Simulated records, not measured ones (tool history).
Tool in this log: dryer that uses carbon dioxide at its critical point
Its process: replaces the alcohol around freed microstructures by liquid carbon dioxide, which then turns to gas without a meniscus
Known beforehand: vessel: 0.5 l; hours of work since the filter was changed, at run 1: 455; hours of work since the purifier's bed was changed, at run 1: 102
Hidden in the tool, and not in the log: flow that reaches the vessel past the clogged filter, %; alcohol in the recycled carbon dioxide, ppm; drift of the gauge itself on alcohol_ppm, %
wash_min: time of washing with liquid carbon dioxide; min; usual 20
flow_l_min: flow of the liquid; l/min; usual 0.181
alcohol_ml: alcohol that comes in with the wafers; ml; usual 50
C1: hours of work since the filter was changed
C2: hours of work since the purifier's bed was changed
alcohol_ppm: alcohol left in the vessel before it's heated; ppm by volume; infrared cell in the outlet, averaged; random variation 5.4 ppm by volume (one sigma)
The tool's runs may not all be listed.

Run 1, hour 0.0: usual settings; C1 455; C2 102. Result: alcohol_ppm 351 ppm by volume.
Run 2, hour 57.5: usual settings but wash_min 13 min; C1 485; C2 132. Result: alcohol_ppm 2485 ppm by volume.
Run 3, hour 93.3: usual settings but wash_min 13 min; C1 504; C2 151. Result: alcohol_ppm 2551 ppm by volume.
At hour 115.3: inlet filter changed.
Run 4, hour 127.7: usual settings but wash_min 13 min; C1 6; C2 169. Result: alcohol_ppm 1401 ppm by volume.
Run 5, hour 166.3: usual settings but wash_min 13 min; C1 27; C2 189. Result: alcohol_ppm 1454 ppm by volume.
Run 6, hour 192.2: usual settings but wash_min 19 min; C1 40; C2 203. Result: alcohol_ppm 259 ppm by volume.
Run 7, hour 228.3: usual settings but wash_min 19 min; C1 59; C2 222. Result: alcohol_ppm 260 ppm by volume.
Run 8, hour 278.9: usual settings but wash_min 19 min; C1 86; C2 248. Result: alcohol_ppm 290 ppm by volume.
Run 9, hour 328.2: usual settings; C1 112; C2 274. Result: alcohol_ppm 243 ppm by volume.
Run 10, hour 377.9: usual settings; C1 138; C2 300. Result: alcohol_ppm 273 ppm by volume.
Run 11, hour 419.5: usual settings but alcohol_ml 39 ml; C1 160; C2 322. Result: alcohol_ppm 232 ppm by volume.
Run 12, hour 482.2: usual settings but alcohol_ml 39 ml; C1 193; C2 355. Result: alcohol_ppm 257 ppm by volume.
Run 13, hour 511.0: usual settings but alcohol_ml 39 ml; C1 208; C2 370. Result: alcohol_ppm 256 ppm by volume.
Run 14, hour 536.3: usual settings; C1 221; C2 384. Result: alcohol_ppm 324 ppm by volume.
Run 15, hour 578.3: usual settings; C1 243; C2 406. Result: alcohol_ppm 339 ppm by volume.
Run 16, hour 616.4: usual settings; C1 264; C2 426. Result: alcohol_ppm 347 ppm by volume.
Run 17, hour 654.5: usual settings but flow_l_min 0.160 l/min, alcohol_ml 58 ml; C1 284; C2 446. Result: alcohol_ppm 691 ppm by volume.
Run 18, hour 696.4: usual settings but wash_min 18 min, flow_l_min 0.285 l/min, alcohol_ml 94 ml; C1 306; C2 468. Result: alcohol_ppm 173 ppm by volume.
Run 19, hour 747.5: usual settings but wash_min 18 min, flow_l_min 0.285 l/min, alcohol_ml 94 ml; C1 332; C2 495. Result: alcohol_ppm 179 ppm by volume.
Run 20, hour 806.2: usual settings but wash_min 18 min, flow_l_min 0.285 l/min, alcohol_ml 94 ml; C1 363; C2 525. Result: alcohol_ppm 189 ppm by volume.
Run 21, hour 855.5: usual settings but alcohol_ml 28 ml; C1 389; C2 551. Result: alcohol_ppm 327 ppm by volume.
Run 22, hour 888.1: usual settings but wash_min 23 min, alcohol_ml 28 ml; C1 406; C2 569. Result: alcohol_ppm 238 ppm by volume.
Run 23, hour 938.5: usual settings but wash_min 19 min, flow_l_min 0.172 l/min, alcohol_ml 26 ml; C1 433; C2 595. Result: alcohol_ppm 475 ppm by volume.
Run 24, hour 995.5: usual settings but wash_min 19 min, flow_l_min 0.209 l/min, alcohol_ml 26 ml; C1 463; C2 625. Result: alcohol_ppm 286 ppm by volume.
Run 25, hour 1049.2: usual settings but wash_min 30 min, flow_l_min 0.249 l/min, alcohol_ml 81 ml; C1 491; C2 653. Result: alcohol_ppm 193 ppm by volume.
Run 26, hour 1084.4: usual settings but flow_l_min 0.233 l/min, alcohol_ml 88 ml; C1 510; C2 672. Result: alcohol_ppm 310 ppm by volume.
At hour 1094.8: inlet filter changed.
Run 27, hour 1130.7: usual settings but flow_l_min 0.233 l/min, alcohol_ml 88 ml; C1 19; C2 696. Result: alcohol_ppm 243 ppm by volume.
Run 28, hour 1187.8: usual settings but flow_l_min 0.245 l/min; C1 49; C2 726. Result: alcohol_ppm 231 ppm by volume.
Run 29, hour 1240.4: usual settings but wash_min 14 min, alcohol_ml 60 ml; C1 77; C2 753. Result: alcohol_ppm 1518 ppm by volume.

Forecast each of these 4 alternatives for the next run:
Run A, hour 1299.5: usual settings but wash_min 27 min; C1 108; C2 784. Result: alcohol_ppm ?.
Run B, hour 1299.5: usual settings but flow_l_min 0.219 l/min, alcohol_ml 62 ml; C1 108; C2 784. Result: alcohol_ppm ?.
Run C, hour 1299.5: usual settings but wash_min 21 min, flow_l_min 0.198 l/min, alcohol_ml 60 ml; C1 108; C2 784. Result: alcohol_ppm ?.
Run D, hour 1299.5: usual settings but wash_min 22 min, alcohol_ml 114 ml; C1 108; C2 784. Result: alcohol_ppm ?.

run  alcohol_ppm
  A          244
  B          272
  C          315
  D          436
With the hidden condition removed and each run's random variation left untouched, the same runs would have given:
run  alcohol_ppm
  A           14
  B           37
  C           66
  D          161
